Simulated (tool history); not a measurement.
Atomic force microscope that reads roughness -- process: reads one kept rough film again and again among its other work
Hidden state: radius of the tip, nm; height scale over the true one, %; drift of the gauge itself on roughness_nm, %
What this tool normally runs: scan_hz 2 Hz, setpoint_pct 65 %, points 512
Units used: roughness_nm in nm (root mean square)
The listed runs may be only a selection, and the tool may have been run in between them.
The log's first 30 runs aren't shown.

run,day,scan_hz,setpoint_pct,points,pictures with this tip,hours of work since the height scale was calibrated,roughness_nm
31,22.079,0.57,65,778,252,799,1.163
# day 22.375: new tip fitted
32,22.617,0.57,65,462,8,808,1.709
33,23.279,0.55,65,613,29,820,1.652
34,24.029,0.55,65,613,54,833,1.573
35,24.85,2,87,264,81,847,1.147
36,25.267,0.53,83,480,95,855,1.401
37,26.25,1.68,63,328,127,872,1.316
38,27.167,1.08,65,592,157,888,1.299
39,27.8,1.08,65,592,178,899,1.26
40,28.279,2.35,65,565,194,907,1.168
41,29.025,2.35,65,1023,218,921,1.135
42,29.812,0.67,72,696,244,934,1.166
# day 30.329: new tip fitted
43,30.462,0.97,65,529,4,945,1.666
44,31.3,0.97,65,529,32,960,1.585
45,31.933,0.75,57,451,52,971,1.566
46,32.454,1.58,73,453,70,980,1.386
47,33.042,1.58,56,350,89,991,1.429
48,33.821,2.83,71,625,114,1004,1.213
49,34.433,3.48,71,625,135,1015,1.137
50,35.138,2.7,71,625,158,1027,1.147
51,35.975,0.58,88,675,185,1042,1.206
52,36.692,2.58,66,323,209,1055,1.096
53,37.125,0.61,90,512,223,1062,1.118
54,37.738,0.69,76,271,243,1073,1.108

Each row is a separate what-if for the run after 54, all from the same tool condition, not one after another. Results?
# day 38.346: new tip fitted
A,38.617,0.72,73,512,9,1088,?
# day 38.346: new tip fitted
B,38.617,2,65,501,9,1088,?
# day 38.346: new tip fitted
C,38.617,2,57,289,9,1088,?

run,roughness_nm
A,1.627
B,1.556
C,1.592
With no hidden state in the tool, these same runs would have given:
run,roughness_nm
A,1.708
B,1.633
C,1.671
